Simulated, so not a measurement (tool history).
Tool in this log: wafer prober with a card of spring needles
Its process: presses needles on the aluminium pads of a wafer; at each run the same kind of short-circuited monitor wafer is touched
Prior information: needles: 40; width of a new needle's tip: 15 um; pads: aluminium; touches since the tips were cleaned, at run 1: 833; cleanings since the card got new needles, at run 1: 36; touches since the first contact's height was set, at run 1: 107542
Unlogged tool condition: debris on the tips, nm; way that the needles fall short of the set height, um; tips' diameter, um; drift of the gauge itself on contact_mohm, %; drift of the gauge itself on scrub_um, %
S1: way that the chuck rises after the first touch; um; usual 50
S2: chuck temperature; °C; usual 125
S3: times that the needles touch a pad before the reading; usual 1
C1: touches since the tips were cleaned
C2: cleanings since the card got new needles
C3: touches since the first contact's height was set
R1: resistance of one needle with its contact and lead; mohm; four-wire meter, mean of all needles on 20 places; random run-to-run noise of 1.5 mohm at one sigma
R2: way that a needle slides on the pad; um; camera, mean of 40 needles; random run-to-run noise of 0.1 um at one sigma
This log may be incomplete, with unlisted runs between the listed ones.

run,hour,S1,S2,S3,C1,C2,C3,R1,R2
1,0.0,50,125,1,833,36,107542,150,12.72
# hour 3.8: tips cleaned on abrasive film
# hour 10.1: tips cleaned on abrasive film
# hour 15.2: tips cleaned on abrasive film
2,17.4,50,125,1,1127,39,116194,154,12.57
# hour 21.2: tips cleaned on abrasive film
# hour 27.3: tips cleaned on abrasive film
# hour 33.6: tips cleaned on abrasive film
3,34.7,50,125,1,538,42,124786,149,12.22
# hour 39.8: tips cleaned on abrasive film
# hour 46.0: tips cleaned on abrasive film
# hour 51.9: tips cleaned on abrasive film
4,52.2,50,125,1,126,45,133484,148,12.47
# hour 57.2: tips cleaned on abrasive film
# hour 63.3: tips cleaned on abrasive film
# hour 69.6: tips cleaned on abrasive film
# hour 75.6: tips cleaned on abrasive film
5,76.6,50,125,1,536,49,145653,149,12.12
# hour 79.2: height of the first contact set anew
# hour 81.6: tips cleaned on abrasive film
# hour 86.7: tips cleaned on abrasive film
6,90.3,50,125,1,1822,51,5513,154,13.33
# hour 92.9: tips cleaned on abrasive film
# hour 99.0: tips cleaned on abrasive film
# hour 104.9: tips cleaned on abrasive film
7,107.6,45,125,1,1374,54,14091,155,11.91
# hour 110.2: tips cleaned on abrasive film
# hour 116.5: tips cleaned on abrasive film
# hour 122.4: tips cleaned on abrasive film
8,122.4,45,125,1,0,57,21433,147,11.78
# hour 128.5: tips cleaned on abrasive film
# hour 134.8: tips cleaned on abrasive film
9,135.3,44,125,2,255,59,27859,146,11.51
# hour 140.4: tips cleaned on abrasive film
# hour 146.7: tips cleaned on abrasive film
# hour 152.8: tips cleaned on abrasive film
10,157.1,59,125,1,2162,62,38715,150,15.48
# hour 158.4: tips cleaned on abrasive film
# hour 164.4: tips cleaned on abrasive film
# hour 170.6: tips cleaned on abrasive film
11,171.6,38,38,3,507,65,45909,139,9.82
# hour 176.7: tips cleaned on abrasive film
# hour 182.9: tips cleaned on abrasive film
# hour 189.1: tips cleaned on abrasive film
# hour 194.1: tips cleaned on abrasive film
12,195.3,38,57,2,576,69,57697,143,9.74
# hour 200.0: tips cleaned on abrasive film
# hour 205.1: tips cleaned on abrasive film
# hour 211.1: tips cleaned on abrasive film
# hour 216.2: tips cleaned on abrasive film
13,218.8,50,61,1,1282,73,69372,146,12.90
# hour 221.4: tips cleaned on abrasive film
# hour 226.4: tips cleaned on abrasive film
# hour 232.5: tips cleaned on abrasive film
14,232.5,50,29,1,0,76,76147,132,12.83
# hour 238.6: tips cleaned on abrasive film
# hour 244.5: tips cleaned on abrasive film
15,245.4,48,26,1,465,78,82611,135,12.15

What if the next run were any one of these 3? Each begins from the tool's condition after run 15:
# hour 250.3: tips cleaned on abrasive film
# hour 256.5: tips cleaned on abrasive film
# hour 262.6: tips cleaned on abrasive film
A,262.6,48,56,1,31,81,91152,?,?
# hour 250.3: tips cleaned on abrasive film
# hour 256.5: tips cleaned on abrasive film
# hour 262.6: tips cleaned on abrasive film
B,262.6,48,26,1,31,81,91152,?,?
# hour 250.3: tips cleaned on abrasive film
# hour 256.5: tips cleaned on abrasive film
# hour 262.6: tips cleaned on abrasive film
C,262.6,48,26,1,31,81,91152,?,?

run,R1,R2
A,134,12.16
B,132,12.01
C,130,12.21
Without the tool's unlogged condition, the same runs would have read:
run,R1,R2
A,132,12.80
B,129,12.65
C,128,12.86
